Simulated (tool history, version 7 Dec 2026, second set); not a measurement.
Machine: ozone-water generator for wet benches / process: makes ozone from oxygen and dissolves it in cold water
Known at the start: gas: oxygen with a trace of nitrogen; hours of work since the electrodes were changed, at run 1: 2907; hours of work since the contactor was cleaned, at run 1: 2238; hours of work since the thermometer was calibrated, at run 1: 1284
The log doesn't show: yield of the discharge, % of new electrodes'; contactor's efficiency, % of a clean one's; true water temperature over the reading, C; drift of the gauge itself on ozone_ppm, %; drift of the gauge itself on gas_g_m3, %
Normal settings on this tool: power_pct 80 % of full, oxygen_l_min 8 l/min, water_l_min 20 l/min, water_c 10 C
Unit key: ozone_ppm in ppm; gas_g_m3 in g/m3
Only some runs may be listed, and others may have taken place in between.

run    hour  power_pct  oxygen_l_min  water_l_min  water_c  hours of work since the electrodes were changed  hours of work since the contactor was cleaned  hours of work since the thermometer was calibrated  ozone_ppm  gas_g_m3
  1       0         80             8           20       10                                             2907                                           2238                                                1284       25.6     186.7
  2   103.7         80             8           20       10                                             2982                                           2313                                                1359       25.5     185.6
  3   158.7         80             8           20       10                                             3022                                           2353                                                1399       25.5     185.6
  4   233.9         80             8           20       10                                             3076                                           2407                                                1454       25.8     186.6
  5   342.5         80             8           20       10                                             3155                                           2486                                                1532       25.6     186.1
  6   446.7         80             8           20       10                                             3230                                           2561                                                1608       25.3     185.7
  7   502.1         65             8           20       10                                             3270                                           2602                                                1648       21.6     161.4
  8   568.2         65             8           20       10                                             3318                                           2649                                                1696       21.9     159.4
  9   621.1         65             8           20       10                                             3357                                           2688                                                1734       21.8     160.5
 10   723.1         80         11.26           20       10                                             3431                                           2762                                                1808       24.3     150.6
 11   806.8         80         11.26           20       10                                             3491                                           2822                                                1869         24     149.8
 12   914.7         80             8           20       10                                             3570                                           2901                                                1947       24.9     183.1
 13   983.2         80             8           20       10                                             3619                                           2950                                                1997         25     182.5
      996.2  -- contactor cleaned
 14  1046.9         80             8           20       10                                             3662                                             37                                                2040       24.4     182.1
 15  1137.9         80             8           20       10                                             3728                                            103                                                2106       24.4     181.4
 16  1195.1         80             8           20       10                                             3770                                            144                                                2148       24.3     180.3
 17  1251.9         80             8           20       10                                             3811                                            185                                                2189       24.1     180.1
 18  1340.5         66             8           31        6                                             3875                                            250                                                2253         15     158.8
 19  1403.3         66             8           31        6                                             3921                                            295                                                2299       14.8     159.2
 20  1522.3         80             8           20       12                                             4007                                            381                                                2385       23.5     178.9
 21  1582.9         80             8           16       12                                             4051                                            425                                                2429       27.7     179.5
     1678.8  -- contactor cleaned, once more
 22  1689.1         80             8           16       13                                             4125                                              7                                                2503       28.5     179.1
 23  1765.8         80             8           16       13                                             4181                                             63                                                2558       28.1     178.6
 24  1845.2         80             8           16       13                                             4238                                            121                                                2616       28.2     180.8
 25  1906.3         61          5.93           13       13                                             4283                                            165                                                2660       28.5     178.6
 26  1987.5         61          5.93           13       13                                             4341                                            224                                                2719       28.7     177.7
 27    2093         61          5.93           13       13                                             4418                                            300                                                2796       28.7     175.5

What if the next run were any one of these 3? Each begins from the tool's condition after run 27:
     2202.9  -- water thermometer calibrated
  A  2209.3         92         12.62           13       18                                             4502                                            384                                                   5          ?         ?
     2202.9  -- water thermometer calibrated
  B  2209.3         61          5.93           13        8                                             4502                                            384                                                   5          ?         ?
     2202.9  -- water thermometer calibrated
  C  2209.3         80             8           28       10                                             4502                                            384                                                   5          ?         ?

run  ozone_ppm  gas_g_m3
  A       28.3     150.1
  B       31.1     178.4
  C       18.6     177.4
Without the tool's unlogged condition, the same runs would have read:
run  ozone_ppm  gas_g_m3
  A       32.6     171.9
  B       34.7     197.8
  C       21.3     200.9

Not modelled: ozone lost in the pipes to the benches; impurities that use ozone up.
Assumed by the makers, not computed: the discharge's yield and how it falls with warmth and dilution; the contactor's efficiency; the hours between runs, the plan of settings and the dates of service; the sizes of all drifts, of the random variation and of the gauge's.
